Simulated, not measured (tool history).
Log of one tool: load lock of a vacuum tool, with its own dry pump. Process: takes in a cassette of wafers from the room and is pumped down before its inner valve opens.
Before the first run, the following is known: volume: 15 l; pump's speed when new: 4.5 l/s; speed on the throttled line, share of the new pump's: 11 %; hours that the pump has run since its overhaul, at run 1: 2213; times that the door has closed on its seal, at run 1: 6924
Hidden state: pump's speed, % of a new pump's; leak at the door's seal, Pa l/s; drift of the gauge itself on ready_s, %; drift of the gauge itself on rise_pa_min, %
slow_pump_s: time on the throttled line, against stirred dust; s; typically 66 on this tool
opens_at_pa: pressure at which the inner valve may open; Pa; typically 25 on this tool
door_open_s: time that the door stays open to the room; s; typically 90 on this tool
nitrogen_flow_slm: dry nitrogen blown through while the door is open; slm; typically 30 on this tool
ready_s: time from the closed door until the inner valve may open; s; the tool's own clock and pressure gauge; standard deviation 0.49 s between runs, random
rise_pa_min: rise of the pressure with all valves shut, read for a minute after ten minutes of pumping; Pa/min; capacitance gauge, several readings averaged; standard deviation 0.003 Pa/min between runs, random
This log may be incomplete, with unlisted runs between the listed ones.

run	hour	slow_pump_s	opens_at_pa	door_open_s	nitrogen_flow_slm	hours that the pump has run since its overhaul	times that the door has closed on its seal	incoming humidity of the room's air, %	ready_s	rise_pa_min
1	0.0	66	25	90	30	2213	6924	44.8	87.8	0.082
2	131.2	55	25	90	30	2344	7225	47.9	78.2	0.091
3	435.4	55	25	90	30	2649	7922	42.8	78.3	0.092
4	640.0	55	46	90	30	2853	8390	44.1	76.6	0.094
5	891.7	55	46	90	30	3105	8967	45.8	76.9	0.100
6	1099.3	55	46	34	30	3313	9443	44.5	75.6	0.081
7	1361.0	55	46	34	30	3574	10042	41.5	77.3	0.092
8	1634.8	55	46	34	30	3848	10669	48.6	76.8	0.099
9	1796.9	55	46	34	30	4010	11041	46.2	77.8	0.102
10	2034.8	55	46	34	30	4248	11586	43.9	77.6	0.106
11	2212.9	66	25	90	30	4426	11994	43.2	90.1	0.118
12	2356.1	66	25	90	30	4569	12322	43.8	90.0	0.123
13	2600.5	66	25	90	30	4814	12882	43.8	89.7	0.127
14	2751.7	66	25	90	30	4965	13228	43.9	89.5	0.133
15	2895.8	66	25	90	30	5109	13558	45.6	90.4	0.137
16	3044.6	66	25	90	30	5258	13899	41.8	89.8	0.139
17	3332.0	66	24	90	30	5545	14557	44.3	90.1	0.140
18	3605.6	66	24	90	30	5819	15184	44.9	90.6	0.150
19	3884.1	66	24	90	30	6097	15822	48.7	91.1	0.160
20	4061.5	66	24	90	5	6275	16229	44.7	91.2	0.210
21	4232.6	66	24	90	5	6446	16621	42.8	91.1	0.207
22	4456.2	63	48	176	38	6669	17133	43.8	86.3	0.176
23	4596.4	52	28	50	30	6810	17454	41.1	78.3	0.159
24	4802.1	119	25	90	30	7015	17925	47.4	136.2	0.182
25	5001.2	68	25	90	7	7214	18381	47.3	93.3	0.232
26	5223.3	116	33	189	8	7437	18890	45.3	133.5	0.260
27	5428.9	116	33	189	8	7642	19361	41.0	134.5	0.244
28	5574.9	116	33	189	8	7788	19696	45.1	134.7	0.266
29	5745.8	116	33	189	8	7959	20087	44.9	133.7	0.263
30	5893.5	116	33	189	8	8107	20425	48.2	134.1	0.277
31	6041.0	86	37	90	30	8254	20763	47.1	108.1	0.217
32	6267.3	73	37	90	30	8480	21282	42.3	97.0	0.212
33	6413.5	73	37	90	30	8627	21617	43.7	96.9	0.216
34	6640.6	73	37	90	30	8854	22137	44.7	97.4	0.228
35	6890.4	73	24	71	14	9104	22709	41.6	99.9	0.242
# hour 7061.2: dry pump taken out, an overhauled one fitted
36	7193.3	66	43	40	30	132	23389	42.6	84.4	0.234
37	7404.7	66	43	40	6	343	23874	46.2	85.3	0.267

Alternative continuations, all from the tool just after run 37; predict every row:
A	7580.7	101	43	40	6	519	24277	47.8	?	?
B	7580.7	66	21	30	35	519	24277	45.5	?	?
C	7580.7	108	20	133	30	519	24277	45.6	?	?
D	7580.7	47	25	33	8	519	24277	42.2	?	?

run	ready_s	rise_pa_min
A	116.6	0.275
B	86.9	0.227
C	124.6	0.266
D	70.1	0.257
Stripped of hidden state, with their random variation kept, the same runs would have yielded:
run	ready_s	rise_pa_min
A	116.6	0.076
B	86.9	0.027
C	124.6	0.065
D	70.1	0.057

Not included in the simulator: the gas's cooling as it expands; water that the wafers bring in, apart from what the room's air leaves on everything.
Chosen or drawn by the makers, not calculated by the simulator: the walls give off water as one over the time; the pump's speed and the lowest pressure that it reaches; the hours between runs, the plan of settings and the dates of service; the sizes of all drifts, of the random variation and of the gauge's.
